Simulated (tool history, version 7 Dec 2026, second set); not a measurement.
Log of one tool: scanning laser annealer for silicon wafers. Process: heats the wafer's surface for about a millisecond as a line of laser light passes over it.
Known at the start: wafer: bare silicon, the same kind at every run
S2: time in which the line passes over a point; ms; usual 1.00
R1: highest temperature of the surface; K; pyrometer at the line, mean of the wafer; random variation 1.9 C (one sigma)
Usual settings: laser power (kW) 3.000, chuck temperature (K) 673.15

Run 1, hour 0.0: usual settings. Result: R1 1403.15 K.
Run 2, hour 19.7: usual settings. Result: R1 1406.15 K.
Run 3, hour 35.2: usual settings but S2 0.74 ms. Result: R1 1308.15 K.
Run 4, hour 46.6: usual settings but chuck temperature (K) 688.15. Result: R1 1421.15 K.
Run 5, hour 68.7: usual settings but chuck temperature (K) 688.15. Result: R1 1417.15 K.
Run 6, hour 82.0: usual settings but laser power (kW) 3.119. Result: R1 1429.15 K.
Run 7, hour 97.2: usual settings but laser power (kW) 3.119. Result: R1 1425.15 K.
Run 8, hour 120.8: usual settings but laser power (kW) 3.119. Result: R1 1430.15 K.
Run 9, hour 140.4: usual settings but laser power (kW) 3.093, S2 0.72 ms, chuck temperature (K) 676.15. Result: R1 1318.15 K.
Run 10, hour 164.6: usual settings but laser power (kW) 2.785, S2 0.83 ms, chuck temperature (K) 650.15. Result: R1 1265.15 K.
Run 11, hour 177.4: usual settings but laser power (kW) 2.785, S2 0.83 ms, chuck temperature (K) 688.15. Result: R1 1305.15 K.
Run 12, hour 198.2: usual settings but laser power (kW) 2.785, S2 0.83 ms, chuck temperature (K) 657.15. Result: R1 1273.15 K.
Run 13, hour 218.0: usual settings but chuck temperature (K) 642.15. Result: R1 1363.15 K.

4 ways to go on from here, each from the tool as it stands after run 13. What would each give?
Run A, hour 241.9: usual settings but laser power (kW) 3.094, S2 0.75 ms. Result: R1 ?.
Run B, hour 241.9: usual settings but S2 0.75 ms, chuck temperature (K) 649.15. Result: R1 ?.
Run C, hour 241.9: usual settings but S2 0.85 ms. Result: R1 ?.
Run D, hour 241.9: usual settings but laser power (kW) 2.748, chuck temperature (K) 642.15. Result: R1 ?.

run       R1
  A  1331.15
  B  1285.15
  C  1346.15
  D  1305.15
Without the tool's hidden state the same runs would have given:
run       R1
  A  1359.15
  B  1312.15
  C  1374.15
  D  1332.15
